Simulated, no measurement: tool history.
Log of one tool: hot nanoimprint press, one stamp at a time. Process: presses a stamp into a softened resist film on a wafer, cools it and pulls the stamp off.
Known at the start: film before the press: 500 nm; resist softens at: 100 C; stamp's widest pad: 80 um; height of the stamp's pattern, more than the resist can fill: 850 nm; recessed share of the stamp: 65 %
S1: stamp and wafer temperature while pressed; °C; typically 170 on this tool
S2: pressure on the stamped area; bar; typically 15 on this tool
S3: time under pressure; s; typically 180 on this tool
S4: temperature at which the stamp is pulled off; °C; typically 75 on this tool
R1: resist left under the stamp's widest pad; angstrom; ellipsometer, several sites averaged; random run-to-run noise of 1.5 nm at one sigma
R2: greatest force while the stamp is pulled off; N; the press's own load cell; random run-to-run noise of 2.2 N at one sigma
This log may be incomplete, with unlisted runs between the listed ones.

{"run": 1, "hour": 0.0, "S1": 170, "S2": 15, "S3": 180, "S4": 75, "R1": 2438, "R2": 120}
{"hour": 8.4, "done": "plate thermocouple calibrated"}
{"run": 2, "hour": 76.2, "S1": 170, "S2": 15, "S3": 180, "S4": 64, "R1": 2285, "R2": 142}
{"run": 3, "hour": 142.2, "S1": 170, "S2": 15, "S3": 180, "S4": 64, "R1": 2301, "R2": 154}
{"run": 4, "hour": 187.9, "S1": 170, "S2": 15, "S3": 180, "S4": 64, "R1": 2313, "R2": 154}
{"run": 5, "hour": 260.7, "S1": 170, "S2": 15, "S3": 180, "S4": 75, "R1": 2303, "R2": 150}
{"run": 6, "hour": 314.3, "S1": 170, "S2": 15, "S3": 180, "S4": 75, "R1": 2322, "R2": 151}
{"run": 7, "hour": 388.1, "S1": 170, "S2": 15, "S3": 180, "S4": 75, "R1": 2347, "R2": 154}
{"run": 8, "hour": 445.5, "S1": 170, "S2": 21.2, "S3": 180, "S4": 75, "R1": 1934, "R2": 165}
{"run": 9, "hour": 518.9, "S1": 170, "S2": 21.2, "S3": 180, "S4": 75, "R1": 1942, "R2": 172}
{"run": 10, "hour": 574.7, "S1": 170, "S2": 21.2, "S3": 180, "S4": 75, "R1": 1953, "R2": 181}
{"run": 11, "hour": 633.7, "S1": 168, "S2": 21.2, "S3": 180, "S4": 75, "R1": 2164, "R2": 193}
{"run": 12, "hour": 669.4, "S1": 170, "S2": 15, "S3": 180, "S4": 75, "R1": 2381, "R2": 196}
{"run": 13, "hour": 713.0, "S1": 170, "S2": 12.1, "S3": 180, "S4": 75, "R1": 2696, "R2": 196}
{"run": 14, "hour": 787.8, "S1": 170, "S2": 12.1, "S3": 180, "S4": 75, "R1": 2748, "R2": 210}

What does the tool deliver on the next run?
{"hour": 800.1, "done": "stamp cleaned and given a new release coat"}
{"run": 15, "hour": 862.8, "S1": 170, "S2": 12.1, "S3": 236, "S4": 75, "R1": "?", "R2": "?"}

R1: 2511 angstrom
R2: 108 N
If the tool had no hidden condition, the same run with the same run-to-run variation would have returned R1 2344 angstrom, R2 100 N.

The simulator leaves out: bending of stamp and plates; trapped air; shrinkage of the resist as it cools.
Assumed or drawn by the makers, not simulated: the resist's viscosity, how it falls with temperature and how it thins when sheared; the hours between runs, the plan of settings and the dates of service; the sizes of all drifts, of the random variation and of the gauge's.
